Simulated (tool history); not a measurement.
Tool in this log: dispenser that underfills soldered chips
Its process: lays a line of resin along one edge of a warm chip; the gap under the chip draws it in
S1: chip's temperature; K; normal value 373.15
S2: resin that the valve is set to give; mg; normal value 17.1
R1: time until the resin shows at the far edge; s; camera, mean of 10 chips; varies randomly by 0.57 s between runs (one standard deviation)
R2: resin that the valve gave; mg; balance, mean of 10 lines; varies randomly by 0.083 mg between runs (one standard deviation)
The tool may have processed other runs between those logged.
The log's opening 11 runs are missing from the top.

-- day=3.929 new syringe of resin
run 12 day=4.025 | S1=371.15 S2=17.1 | R1=57.4 R2=16.54
run 13 day=4.308 | S1=371.15 S2=17.1 | R1=68.7 R2=16.50
run 14 day=4.571 | S1=371.15 S2=17.1 | R1=80.9 R2=16.40
-- day=4.688 new syringe of resin
run 15 day=4.983 | S1=371.15 S2=17.1 | R1=64.9 R2=16.33
run 16 day=5.200 | S1=371.15 S2=15.2 | R1=77.9 R2=14.68
-- day=5.438 new syringe of resin
run 17 day=5.550 | S1=371.15 S2=17.1 | R1=60.4 R2=16.44
run 18 day=5.792 | S1=373.15 S2=17.1 | R1=62.3 R2=16.38
-- day=6.188 new syringe of resin
run 19 day=6.279 | S1=373.15 S2=17.1 | R1=52.8 R2=16.19
run 20 day=6.692 | S1=369.15 S2=19.1 | R1=78.2 R2=18.21
run 21 day=6.896 | S1=365.15 S2=16.8 | R1=108.7 R2=16.02
-- day=6.950 new syringe of resin
-- day=7.292 dispensing valve cleaned and set on the balance
run 22 day=7.388 | S1=365.15 S2=18.0 | R1=87.0 R2=17.99
run 23 day=7.683 | S1=378.15 S2=19.1 | R1=62.2 R2=18.89
-- day=7.725 new syringe of resin
run 24 day=8.117 | S1=378.15 S2=19.1 | R1=51.0 R2=19.10
-- day=8.471 new syringe of resin
run 25 day=8.612 | S1=375.15 S2=15.4 | R1=53.3 R2=15.17
run 26 day=8.938 | S1=375.15 S2=18.6 | R1=61.3 R2=18.32
-- day=9.208 new syringe of resin
run 27 day=9.304 | S1=385.15 S2=16.9 | R1=33.1 R2=16.66
run 28 day=9.621 | S1=382.15 S2=16.9 | R1=45.9 R2=16.62
-- day=9.942 new syringe of resin
run 29 day=9.942 | S1=387.15 S2=17.6 | R1=29.5 R2=17.26
run 30 day=10.338 | S1=385.15 S2=19.7 | R1=40.5 R2=19.24
-- day=10.675 new syringe of resin
run 31 day=10.767 | S1=381.15 S2=14.6 | R1=41.5 R2=14.04
run 32 day=11.196 | S1=380.15 S2=21.5 | R1=50.9 R2=20.85
-- day=11.438 new syringe of resin
-- day=11.512 stage's temperature calibrated
run 33 day=11.642 | S1=364.15 S2=19.3 | R1=76.7 R2=18.60
run 34 day=11.846 | S1=376.15 S2=16.6 | R1=54.8 R2=16.03
-- day=12.233 new syringe of resin
run 35 day=12.342 | S1=376.15 S2=16.6 | R1=47.3 R2=15.97

Consider 4 possible next runs. They are alternatives, not a sequence: every one starts from the tool as it was left by run 35. What does each give?
run A day=12.667 | S1=376.15 S2=18.7 | R1=? R2=?
run B day=12.667 | S1=373.15 S2=21.1 | R1=? R2=?
run C day=12.667 | S1=376.15 S2=22.1 | R1=? R2=?
run D day=12.667 | S1=373.15 S2=20.6 | R1=? R2=?

run=A R1=56.9 R2=17.88
run=B R1=62.0 R2=20.22
run=C R1=55.7 R2=21.21
run=D R1=62.1 R2=19.87
The same runs, with their run-to-run variation unchanged, on a tool lacking any hidden condition would have given:
run=A R1=43.1 R2=18.61
run=B R1=47.0 R2=21.04
run=C R1=42.3 R2=22.07
run=D R1=47.1 R2=20.68
